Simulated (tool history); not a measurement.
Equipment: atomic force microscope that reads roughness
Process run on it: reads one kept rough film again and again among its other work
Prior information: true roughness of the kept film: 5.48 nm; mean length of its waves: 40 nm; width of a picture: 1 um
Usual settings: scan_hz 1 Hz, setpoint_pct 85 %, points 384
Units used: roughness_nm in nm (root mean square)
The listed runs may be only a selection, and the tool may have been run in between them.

{"run": 1, "hour": 0.0, "scan_hz": 1, "setpoint_pct": 85, "points": 384, "roughness_nm": 4.186}
{"run": 2, "hour": 19.1, "scan_hz": 1, "setpoint_pct": 85, "points": 384, "roughness_nm": 4.22}
{"run": 3, "hour": 42.2, "scan_hz": 1, "setpoint_pct": 85, "points": 384, "roughness_nm": 4.221}
{"run": 4, "hour": 54.1, "scan_hz": 1, "setpoint_pct": 85, "points": 384, "roughness_nm": 4.204}
{"run": 5, "hour": 75.4, "scan_hz": 1, "setpoint_pct": 85, "points": 384, "roughness_nm": 4.208}
{"hour": 91.1, "done": "new tip fitted"}
{"run": 6, "hour": 93.4, "scan_hz": 1, "setpoint_pct": 85, "points": 384, "roughness_nm": 4.211}
{"run": 7, "hour": 114.2, "scan_hz": 1, "setpoint_pct": 85, "points": 384, "roughness_nm": 4.228}
{"run": 8, "hour": 133.2, "scan_hz": 1, "setpoint_pct": 85, "points": 384, "roughness_nm": 4.212}
{"run": 9, "hour": 144.4, "scan_hz": 1, "setpoint_pct": 85, "points": 384, "roughness_nm": 4.21}
{"run": 10, "hour": 156.5, "scan_hz": 1, "setpoint_pct": 85, "points": 384, "roughness_nm": 4.229}
{"run": 11, "hour": 174.6, "scan_hz": 1.62, "setpoint_pct": 85, "points": 384, "roughness_nm": 3.93}
{"run": 12, "hour": 188.1, "scan_hz": 1.62, "setpoint_pct": 85, "points": 384, "roughness_nm": 3.932}
{"run": 13, "hour": 209.8, "scan_hz": 2.42, "setpoint_pct": 61, "points": 384, "roughness_nm": 4.394}
{"run": 14, "hour": 220.4, "scan_hz": 2.42, "setpoint_pct": 61, "points": 384, "roughness_nm": 4.42}
{"run": 15, "hour": 233.6, "scan_hz": 2.42, "setpoint_pct": 61, "points": 384, "roughness_nm": 4.386}
{"run": 16, "hour": 255.9, "scan_hz": 1.01, "setpoint_pct": 61, "points": 1020, "roughness_nm": 4.61}
{"run": 17, "hour": 281.1, "scan_hz": 0.52, "setpoint_pct": 86, "points": 421, "roughness_nm": 4.444}
{"hour": 284.0, "done": "new tip fitted"}
{"run": 18, "hour": 301.7, "scan_hz": 1, "setpoint_pct": 60, "points": 782, "roughness_nm": 4.674}
{"run": 19, "hour": 322.2, "scan_hz": 1.76, "setpoint_pct": 74, "points": 844, "roughness_nm": 4.228}
{"run": 20, "hour": 340.7, "scan_hz": 1, "setpoint_pct": 61, "points": 596, "roughness_nm": 4.624}
{"run": 21, "hour": 353.1, "scan_hz": 0.79, "setpoint_pct": 59, "points": 453, "roughness_nm": 4.683}

Predict each of these 4 candidate next runs independently; none follows another, all start after run 21:
{"run": "A", "hour": 373.5, "scan_hz": 2.27, "setpoint_pct": 85, "points": 322, "roughness_nm": "?"}
{"run": "B", "hour": 373.5, "scan_hz": 1, "setpoint_pct": 77, "points": 384, "roughness_nm": "?"}
{"run": "C", "hour": 373.5, "scan_hz": 1, "setpoint_pct": 60, "points": 360, "roughness_nm": "?"}
{"run": "D", "hour": 373.5, "scan_hz": 0.79, "setpoint_pct": 80, "points": 453, "roughness_nm": "?"}

run=A roughness_nm=3.654
run=B roughness_nm=4.391
run=C roughness_nm=4.654
run=D roughness_nm=4.442
With no hidden state in the tool, these same runs would have given:
run=A roughness_nm=3.663
run=B roughness_nm=4.402
run=C roughness_nm=4.665
run=D roughness_nm=4.453

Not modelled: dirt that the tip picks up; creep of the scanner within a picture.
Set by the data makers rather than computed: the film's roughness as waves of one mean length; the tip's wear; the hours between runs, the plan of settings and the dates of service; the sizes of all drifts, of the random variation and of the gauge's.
